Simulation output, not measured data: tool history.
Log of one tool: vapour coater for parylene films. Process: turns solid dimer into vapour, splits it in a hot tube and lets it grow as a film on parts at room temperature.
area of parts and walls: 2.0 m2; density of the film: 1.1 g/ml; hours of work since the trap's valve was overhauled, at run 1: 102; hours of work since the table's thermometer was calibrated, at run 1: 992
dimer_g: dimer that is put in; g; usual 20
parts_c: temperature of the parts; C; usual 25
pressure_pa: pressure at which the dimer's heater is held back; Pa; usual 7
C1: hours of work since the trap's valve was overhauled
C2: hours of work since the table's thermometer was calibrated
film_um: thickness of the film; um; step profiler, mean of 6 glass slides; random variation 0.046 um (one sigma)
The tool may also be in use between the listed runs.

run 1 day=0 | dimer_g=20 parts_c=25 pressure_pa=7 | C1=102 C2=992 | film_um=4.7
run 2 day=0.946 | dimer_g=20 parts_c=25 pressure_pa=8.76 | C1=122 C2=1012 | film_um=4.48
run 3 day=2.133 | dimer_g=20 parts_c=25 pressure_pa=8.76 | C1=147 C2=1038 | film_um=4.39
run 4 day=2.958 | dimer_g=20 parts_c=25 pressure_pa=8.76 | C1=165 C2=1055 | film_um=4.32
run 5 day=3.775 | dimer_g=20 parts_c=25 pressure_pa=8.76 | C1=182 C2=1073 | film_um=4.26
run 6 day=5.508 | dimer_g=20 parts_c=25 pressure_pa=7 | C1=220 C2=1110 | film_um=4.29
-- day=6.746 trap's valve overhauled
run 7 day=6.971 | dimer_g=20 parts_c=25 pressure_pa=7 | C1=5 C2=1138 | film_um=4.9
run 8 day=8.858 | dimer_g=20 parts_c=25 pressure_pa=7 | C1=45 C2=1178 | film_um=4.9
run 9 day=9.767 | dimer_g=20 parts_c=25 pressure_pa=7 | C1=65 C2=1198 | film_um=4.68
run 10 day=11.346 | dimer_g=20 parts_c=25 pressure_pa=7 | C1=99 C2=1232 | film_um=4.69
run 11 day=13.1 | dimer_g=20 parts_c=25 pressure_pa=7 | C1=136 C2=1269 | film_um=4.59
run 12 day=13.938 | dimer_g=14 parts_c=25 pressure_pa=7 | C1=154 C2=1287 | film_um=3.2
run 13 day=15.508 | dimer_g=14 parts_c=25 pressure_pa=7 | C1=188 C2=1321 | film_um=3.07
run 14 day=16.946 | dimer_g=20 parts_c=25 pressure_pa=8.84 | C1=219 C2=1352 | film_um=4.24
-- day=18.338 trap's valve overhauled
run 15 day=18.638 | dimer_g=20 parts_c=25 pressure_pa=7 | C1=6 C2=1384 | film_um=4.97
run 16 day=20.267 | dimer_g=20 parts_c=25 pressure_pa=7 | C1=41 C2=1419 | film_um=4.83
run 17 day=21.167 | dimer_g=20 parts_c=25 pressure_pa=2.51 | C1=61 C2=1439 | film_um=5.73
run 18 day=22.442 | dimer_g=14 parts_c=32 pressure_pa=7 | C1=88 C2=1466 | film_um=2.35
run 19 day=24.15 | dimer_g=14 parts_c=32 pressure_pa=7 | C1=125 C2=1502 | film_um=2.32
run 20 day=25.833 | dimer_g=30 parts_c=25 pressure_pa=7 | C1=161 C2=1539 | film_um=6.64
run 21 day=26.896 | dimer_g=21 parts_c=31 pressure_pa=4.63 | C1=183 C2=1561 | film_um=3.8
run 22 day=28.838 | dimer_g=21 parts_c=31 pressure_pa=4.63 | C1=225 C2=1603 | film_um=3.76
-- day=29.967 trap's valve overhauled
run 23 day=30.029 | dimer_g=20 parts_c=17 pressure_pa=7 | C1=1 C2=1625 | film_um=7.11
-- day=30.204 table's thermometer calibrated
run 24 day=31.258 | dimer_g=24 parts_c=28 pressure_pa=4.13 | C1=27 C2=23 | film_um=5.95
run 25 day=32.829 | dimer_g=24 parts_c=28 pressure_pa=4.13 | C1=60 C2=56 | film_um=5.71
run 26 day=33.9 | dimer_g=20 parts_c=24 pressure_pa=7 | C1=83 C2=79 | film_um=5.26
run 27 day=35.7 | dimer_g=20 parts_c=24 pressure_pa=7 | C1=122 C2=118 | film_um=5.01
run 28 day=36.592 | dimer_g=36 parts_c=33 pressure_pa=7 | C1=141 C2=137 | film_um=5.93
run 29 day=38.138 | dimer_g=36 parts_c=33 pressure_pa=7 | C1=174 C2=170 | film_um=5.94
run 30 day=39.288 | dimer_g=17 parts_c=29 pressure_pa=8.64 | C1=199 C2=195 | film_um=3.14
run 31 day=41.212 | dimer_g=30 parts_c=18 pressure_pa=3.14 | C1=240 C2=236 | film_um=10.82
-- day=41.55 trap's valve overhauled
run 32 day=42.788 | dimer_g=20 parts_c=26 pressure_pa=3.88 | C1=27 C2=266 | film_um=5.39
run 33 day=44.496 | dimer_g=36 parts_c=20 pressure_pa=6.51 | C1=63 C2=303 | film_um=11.37

Forecast each of these 3 alternatives for the next run:
run A day=46.312 | dimer_g=21 parts_c=18 pressure_pa=6.51 | C1=102 C2=342 | film_um=?
run B day=46.312 | dimer_g=12 parts_c=20 pressure_pa=11.64 | C1=102 C2=342 | film_um=?
run C day=46.312 | dimer_g=10 parts_c=20 pressure_pa=5.03 | C1=102 C2=342 | film_um=?

run=A film_um=7.14
run=B film_um=3.37
run=C film_um=3.2
Without the tool's hidden state the same runs would have given:
run=A film_um=7.57
run=B film_um=3.57
run=C film_um=3.4
